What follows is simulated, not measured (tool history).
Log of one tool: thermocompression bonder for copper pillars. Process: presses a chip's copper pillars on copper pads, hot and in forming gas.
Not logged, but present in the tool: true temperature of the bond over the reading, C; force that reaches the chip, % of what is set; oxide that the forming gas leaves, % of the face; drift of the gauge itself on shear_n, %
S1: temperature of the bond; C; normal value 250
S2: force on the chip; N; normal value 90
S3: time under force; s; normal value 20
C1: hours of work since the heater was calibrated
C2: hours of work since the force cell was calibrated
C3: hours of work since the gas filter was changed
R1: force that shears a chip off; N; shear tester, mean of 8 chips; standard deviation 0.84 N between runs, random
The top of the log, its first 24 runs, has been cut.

{"run": 25, "day": 18.125, "S1": 266, "S2": 90, "S3": 22, "C1": 620, "C2": 502, "C3": 27, "R1": 85.4}
{"run": 26, "day": 18.575, "S1": 238, "S2": 104, "S3": 20, "C1": 627, "C2": 509, "C3": 34, "R1": 62.5}
{"run": 27, "day": 19.054, "S1": 229, "S2": 59, "S3": 20, "C1": 635, "C2": 517, "C3": 42, "R1": 27.9}
{"run": 28, "day": 20.012, "S1": 229, "S2": 59, "S3": 20, "C1": 651, "C2": 532, "C3": 58, "R1": 27.5}
{"run": 29, "day": 20.679, "S1": 229, "S2": 59, "S3": 20, "C1": 661, "C2": 543, "C3": 69, "R1": 28.6}
{"run": 30, "day": 21.329, "S1": 250, "S2": 90, "S3": 28, "C1": 672, "C2": 553, "C3": 79, "R1": 76.2}
{"run": 31, "day": 22.192, "S1": 250, "S2": 90, "S3": 28, "C1": 686, "C2": 567, "C3": 93, "R1": 74.2}
{"run": 32, "day": 23.158, "S1": 250, "S2": 101, "S3": 13, "C1": 701, "C2": 583, "C3": 109, "R1": 62.9}
{"run": 33, "day": 24.208, "S1": 250, "S2": 101, "S3": 13, "C1": 719, "C2": 600, "C3": 126, "R1": 65.3}
{"day": 24.679, "done": "forming gas filter changed"}
{"run": 34, "day": 24.792, "S1": 251, "S2": 74, "S3": 14, "C1": 728, "C2": 609, "C3": 2, "R1": 47.8}
{"run": 35, "day": 25.804, "S1": 241, "S2": 92, "S3": 20, "C1": 744, "C2": 626, "C3": 18, "R1": 58.8}
{"run": 36, "day": 26.854, "S1": 250, "S2": 124, "S3": 20, "C1": 761, "C2": 643, "C3": 35, "R1": 89.8}
{"run": 37, "day": 27.633, "S1": 250, "S2": 124, "S3": 20, "C1": 774, "C2": 655, "C3": 48, "R1": 87.7}
{"run": 38, "day": 28.275, "S1": 239, "S2": 65, "S3": 18, "C1": 784, "C2": 666, "C3": 58, "R1": 36.5}
{"run": 39, "day": 29.346, "S1": 239, "S2": 65, "S3": 18, "C1": 801, "C2": 683, "C3": 75, "R1": 37.3}
{"run": 40, "day": 29.954, "S1": 234, "S2": 70, "S3": 29, "C1": 811, "C2": 693, "C3": 85, "R1": 45.2}
{"run": 41, "day": 30.575, "S1": 234, "S2": 70, "S3": 29, "C1": 821, "C2": 703, "C3": 95, "R1": 44.3}

Each row is a separate what-if for the run after 41, all from the same tool condition, not one after another. Results?
{"run": "A", "day": 31.058, "S1": 260, "S2": 71, "S3": 32, "C1": 829, "C2": 711, "C3": 103, "R1": "?"}
{"run": "B", "day": 31.058, "S1": 246, "S2": 90, "S3": 38, "C1": 829, "C2": 711, "C3": 103, "R1": "?"}
{"run": "C", "day": 31.058, "S1": 234, "S2": 92, "S3": 29, "C1": 829, "C2": 711, "C3": 103, "R1": "?"}

run=A R1=73.0
run=B R1=76.7
run=C R1=60.4
What these runs would have given with no unlogged condition in the tool:
run=A R1=73.3
run=B R1=77.0
run=C R1=60.7
